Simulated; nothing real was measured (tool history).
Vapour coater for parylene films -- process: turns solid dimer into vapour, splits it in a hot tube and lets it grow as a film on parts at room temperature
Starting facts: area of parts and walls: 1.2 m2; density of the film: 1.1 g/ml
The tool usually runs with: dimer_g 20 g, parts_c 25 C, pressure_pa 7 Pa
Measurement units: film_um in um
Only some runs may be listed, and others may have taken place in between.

run	day	dimer_g	parts_c	pressure_pa	film_um
1	0	20	25	7	9.07
# day 0.325: trap's valve overhauled
2	1.492	20	25	7	9.17
3	2.612	20	25	7	9.04
4	5.067	20	25	7	9.24
5	6.233	20	25	7	9.04
6	8.35	20	25	7	9.17
7	10.421	17	25	7	7.83
8	12.683	17	25	7	7.82
9	14.054	20	25	7	9.12
10	15.142	20	25	7	9.19
11	16.638	20	25	7	9.01
12	18.308	20	25	7	9.07
13	20.754	20	25	7	9.1
14	21.942	20	25	7	9.05
# day 22.633: trap's valve overhauled
15	24.025	20	25	7	9.09
16	25.192	20	25	7	9.09
17	27.008	20	25	7	9.12
# day 28.071: table's thermometer calibrated
18	28.933	20	25	7	9.1
19	30.638	20	25	7	9.05
20	32.258	20	25	7	9.16
21	33.379	20	25	7	9.04
22	34.492	9	25	7	4.14
23	35.642	9	25	7	4.1
24	37.792	20	25	10.81	8.7
25	39.225	9	25	8.59	3.98
26	40.796	18	31	8.33	6.28
27	43.171	18	31	8.33	6.24
# day 44.862: trap's valve overhauled
28	44.888	20	31	3.73	7.3
29	46.029	20	31	3.73	7.44

Run 30 comes next. What will it give?
30	47.954	12	31	3.73	?

{"run 30": {"film_um": 4.44}}
Without the tool's hidden state the same run would have given film_um 4.44 um.
